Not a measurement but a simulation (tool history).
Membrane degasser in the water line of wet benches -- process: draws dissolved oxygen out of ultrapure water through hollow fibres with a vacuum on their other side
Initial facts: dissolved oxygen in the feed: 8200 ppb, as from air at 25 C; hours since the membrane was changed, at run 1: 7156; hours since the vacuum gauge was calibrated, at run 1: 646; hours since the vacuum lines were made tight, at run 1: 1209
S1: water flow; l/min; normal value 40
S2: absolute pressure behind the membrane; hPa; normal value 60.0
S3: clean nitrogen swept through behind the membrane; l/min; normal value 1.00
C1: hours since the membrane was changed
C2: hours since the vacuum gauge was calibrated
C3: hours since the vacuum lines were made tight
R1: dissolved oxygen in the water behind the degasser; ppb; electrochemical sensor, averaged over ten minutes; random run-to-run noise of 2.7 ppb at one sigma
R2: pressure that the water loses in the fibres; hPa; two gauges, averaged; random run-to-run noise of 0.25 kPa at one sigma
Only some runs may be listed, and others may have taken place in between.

{"run": 1, "hour": 0.0, "S1": 40, "S2": 60.0, "S3": 1.0, "C1": 7156, "C2": 646, "C3": 1209, "R1": 276.9, "R2": 683.0}
{"run": 2, "hour": 112.4, "S1": 40, "S2": 60.0, "S3": 1.0, "C1": 7269, "C2": 758, "C3": 1322, "R1": 273.8, "R2": 684.7}
{"run": 3, "hour": 291.9, "S1": 37, "S2": 60.0, "S3": 1.0, "C1": 7448, "C2": 938, "C3": 1501, "R1": 251.3, "R2": 630.4}
{"run": 4, "hour": 441.3, "S1": 40, "S2": 60.0, "S3": 1.0, "C1": 7598, "C2": 1087, "C3": 1651, "R1": 274.5, "R2": 689.8}
{"run": 5, "hour": 565.7, "S1": 40, "S2": 43.0, "S3": 1.0, "C1": 7722, "C2": 1212, "C3": 1775, "R1": 149.2, "R2": 691.0}
{"run": 6, "hour": 739.7, "S1": 40, "S2": 43.0, "S3": 1.0, "C1": 7896, "C2": 1385, "C3": 1949, "R1": 150.8, "R2": 688.3}
{"run": 7, "hour": 882.6, "S1": 40, "S2": 43.0, "S3": 1.0, "C1": 8039, "C2": 1528, "C3": 2092, "R1": 150.7, "R2": 689.7}
{"run": 8, "hour": 1055.9, "S1": 40, "S2": 43.0, "S3": 1.0, "C1": 8212, "C2": 1702, "C3": 2265, "R1": 148.4, "R2": 689.9}
{"run": 9, "hour": 1208.9, "S1": 40, "S2": 60.0, "S3": 1.0, "C1": 8365, "C2": 1855, "C3": 2418, "R1": 282.2, "R2": 684.8}
{"run": 10, "hour": 1305.3, "S1": 40, "S2": 60.0, "S3": 1.0, "C1": 8462, "C2": 1951, "C3": 2515, "R1": 280.4, "R2": 691.2}
{"run": 11, "hour": 1447.3, "S1": 40, "S2": 60.0, "S3": 1.0, "C1": 8604, "C2": 2093, "C3": 2657, "R1": 281.9, "R2": 687.3}
{"run": 12, "hour": 1590.5, "S1": 40, "S2": 60.0, "S3": 1.0, "C1": 8747, "C2": 2236, "C3": 2800, "R1": 284.0, "R2": 691.2}
{"run": 13, "hour": 1748.0, "S1": 55, "S2": 111.3, "S3": 1.05, "C1": 8904, "C2": 2394, "C3": 2957, "R1": 862.3, "R2": 947.2}
{"run": 14, "hour": 1825.2, "S1": 55, "S2": 111.3, "S3": 1.05, "C1": 8982, "C2": 2471, "C3": 3034, "R1": 843.4, "R2": 946.5}
{"run": 15, "hour": 1948.4, "S1": 45, "S2": 62.5, "S3": 2.42, "C1": 9105, "C2": 2594, "C3": 3158, "R1": 211.5, "R2": 778.0}
{"run": 16, "hour": 2063.1, "S1": 45, "S2": 62.5, "S3": 2.42, "C1": 9219, "C2": 2709, "C3": 3272, "R1": 217.9, "R2": 778.1}
{"run": 17, "hour": 2182.6, "S1": 45, "S2": 62.5, "S3": 2.42, "C1": 9339, "C2": 2828, "C3": 3392, "R1": 213.8, "R2": 782.2}
{"run": 18, "hour": 2292.2, "S1": 63, "S2": 48.4, "S3": 1.0, "C1": 9449, "C2": 2938, "C3": 3501, "R1": 383.1, "R2": 1091.6}
{"run": 19, "hour": 2473.9, "S1": 34, "S2": 81.4, "S3": 1.0, "C1": 9630, "C2": 3120, "C3": 3683, "R1": 380.7, "R2": 587.9}
{"run": 20, "hour": 2632.8, "S1": 34, "S2": 81.4, "S3": 1.8, "C1": 9789, "C2": 3279, "C3": 3842, "R1": 252.2, "R2": 588.2}
{"run": 21, "hour": 2786.6, "S1": 33, "S2": 60.0, "S3": 1.0, "C1": 9943, "C2": 3432, "C3": 3996, "R1": 228.7, "R2": 572.2}
{"run": 22, "hour": 2918.1, "S1": 33, "S2": 72.1, "S3": 1.74, "C1": 10074, "C2": 3564, "C3": 4127, "R1": 207.1, "R2": 576.8}

Predict each of these 5 candidate next runs independently; none follows another, all start after run 22:
{"run": "A", "hour": 3035.0, "S1": 63, "S2": 60.0, "S3": 1.21, "C1": 10191, "C2": 3681, "C3": 4244, "R1": "?", "R2": "?"}
{"run": "B", "hour": 3035.0, "S1": 40, "S2": 60.0, "S3": 2.27, "C1": 10191, "C2": 3681, "C3": 4244, "R1": "?", "R2": "?"}
{"run": "C", "hour": 3035.0, "S1": 40, "S2": 95.3, "S3": 1.0, "C1": 10191, "C2": 3681, "C3": 4244, "R1": "?", "R2": "?"}
{"run": "D", "hour": 3035.0, "S1": 24, "S2": 46.0, "S3": 0.4, "C1": 10191, "C2": 3681, "C3": 4244, "R1": "?", "R2": "?"}
{"run": "E", "hour": 3035.0, "S1": 40, "S2": 36.5, "S3": 0.51, "C1": 10191, "C2": 3681, "C3": 4244, "R1": "?", "R2": "?"}

run=A R1=465.4 R2=1092.2
run=B R1=179.4 R2=696.3
run=C R1=547.4 R2=695.7
run=D R1=172.8 R2=416.9
run=E R1=136.3 R2=690.7
Take away the tool's hidden state, keep each run's random variation, and the runs would have read:
run=A R1=424.0 R2=1040.0
run=B R1=161.1 R2=663.1
run=C R1=527.1 R2=662.6
run=D R1=158.9 R2=396.9
run=E R1=109.2 R2=657.6
